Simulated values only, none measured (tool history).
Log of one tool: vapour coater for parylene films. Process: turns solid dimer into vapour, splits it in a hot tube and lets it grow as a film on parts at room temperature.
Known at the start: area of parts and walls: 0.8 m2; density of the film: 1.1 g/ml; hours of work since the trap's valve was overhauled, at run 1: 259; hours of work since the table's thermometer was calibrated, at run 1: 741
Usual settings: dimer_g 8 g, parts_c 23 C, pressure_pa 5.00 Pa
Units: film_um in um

| run | hour | dimer_g | parts_c | pressure_pa | hours of work since the trap's valve was overhauled | hours of work since the table's thermometer was calibrated | film_um |
|---|---|---|---|---|---|---|---|
| 1 | 0.0 | 8 | 23 | 5.00 | 259 | 741 | 5.29 |
| 2 | 16.5 | 8 | 23 | 5.00 | 273 | 754 | 5.26 |
| 3 | 38.7 | 8 | 23 | 5.00 | 291 | 772 | 5.20 |
| 4 | 74.0 | 8 | 23 | 5.00 | 319 | 800 | 5.26 |
| 5 | 114.3 | 8 | 23 | 5.00 | 351 | 833 | 5.25 |
| 6 | 148.6 | 8 | 23 | 5.00 | 379 | 860 | 5.14 |
| 7 | 168.1 | 8 | 23 | 5.00 | 394 | 876 | 5.15 |
| 8 | 208.4 | 8 | 23 | 5.00 | 427 | 909 | 5.16 |
| 9 | 248.6 | 8 | 23 | 5.00 | 459 | 941 | 5.09 |
| 10 | 274.5 | 8 | 23 | 5.00 | 480 | 962 | 5.13 |
| 11 | 295.6 | 8 | 23 | 5.00 | 497 | 979 | 5.11 |
| 12 | 319.5 | 8 | 23 | 5.00 | 516 | 998 | 5.05 |
|  | 337.9 | trap's valve overhauled |
| 13 | 342.4 | 8 | 23 | 5.00 | 4 | 1013 | 5.51 |
| 14 | 379.2 | 8 | 23 | 2.63 | 33 | 1043 | 6.03 |
| 15 | 405.8 | 8 | 23 | 2.63 | 55 | 1064 | 5.98 |
| 16 | 443.0 | 8 | 19 | 2.63 | 84 | 1094 | 6.71 |
| 17 | 475.1 | 8 | 25 | 2.63 | 110 | 1120 | 5.62 |
| 18 | 512.9 | 8 | 23 | 5.00 | 141 | 1150 | 5.40 |
| 19 | 546.8 | 8 | 23 | 4.92 | 168 | 1177 | 5.41 |
| 20 | 572.2 | 8 | 23 | 5.00 | 188 | 1198 | 5.43 |
| 21 | 591.7 | 4 | 20 | 5.00 | 204 | 1213 | 2.90 |
| 22 | 628.3 | 12 | 33 | 4.36 | 233 | 1243 | 6.09 |
| 23 | 668.1 | 11 | 23 | 5.00 | 265 | 1275 | 7.34 |
| 24 | 705.2 | 7 | 17 | 5.00 | 295 | 1304 | 5.48 |
| 25 | 723.0 | 7 | 17 | 5.00 | 309 | 1319 | 5.44 |
| 26 | 743.6 | 12 | 18 | 7.41 | 326 | 1335 | 8.56 |
| 27 | 772.9 | 12 | 18 | 7.41 | 350 | 1359 | 8.53 |
| 28 | 801.5 | 12 | 18 | 7.41 | 373 | 1382 | 8.52 |
| 29 | 824.4 | 10 | 23 | 8.58 | 391 | 1400 | 6.00 |
| 30 | 842.6 | 4 | 23 | 2.78 | 406 | 1415 | 2.83 |
| 31 | 882.0 | 11 | 30 | 2.78 | 437 | 1447 | 6.36 |
| 32 | 905.1 | 12 | 22 | 2.13 | 456 | 1465 | 9.04 |
| 33 | 923.9 | 3 | 30 | 2.13 | 471 | 1480 | 1.81 |
| 34 | 962.2 | 3 | 30 | 2.13 | 502 | 1511 | 1.76 |
| 35 | 988.0 | 3 | 30 | 2.13 | 522 | 1532 | 1.76 |
|  | 998.0 | trap's valve overhauled |
| 36 | 1018.1 | 14 | 25 | 2.63 | 16 | 1553 | 10.15 |
| 37 | 1046.6 | 3 | 23 | 5.00 | 39 | 1576 | 2.04 |
| 38 | 1085.7 | 8 | 23 | 2.15 | 70 | 1607 | 6.27 |
|  | 1089.2 | table's thermometer calibrated |
| 39 | 1118.1 | 8 | 19 | 8.00 | 96 | 23 | 5.67 |

Some steps in film_um between neighbouring runs. How much of each would the tool show without its hidden state too (settings, what came in, random variation), and how much is left for the hidden state, with any gauge scatter that isn't in both results?
The hidden state here: vapour lost through the trap's worn valve, %; true temperature of the parts over the reading, C; drift of the gauge itself on film_um, %.
Run 12 -> 13: trap's valve overhauled. film_um +0.46 um: hidden state +0.43, all else +0.03.
Run 32 -> 33: dimer_g 12 -> 3, parts_c 22 -> 30. film_um -7.23 um: hidden state +0.48, all else -7.71.
Run 35 -> 36: dimer_g 3 -> 14, parts_c 30 -> 25, pressure_pa 2.13 -> 2.63, trap's valve overhauled. film_um +8.39 um: hidden state +0.28, all else +8.11.
Run 36 -> 37: dimer_g 14 -> 3, parts_c 25 -> 23, pressure_pa 2.63 -> 5.00. film_um -8.11 um: hidden state -0.12, all else -7.99.
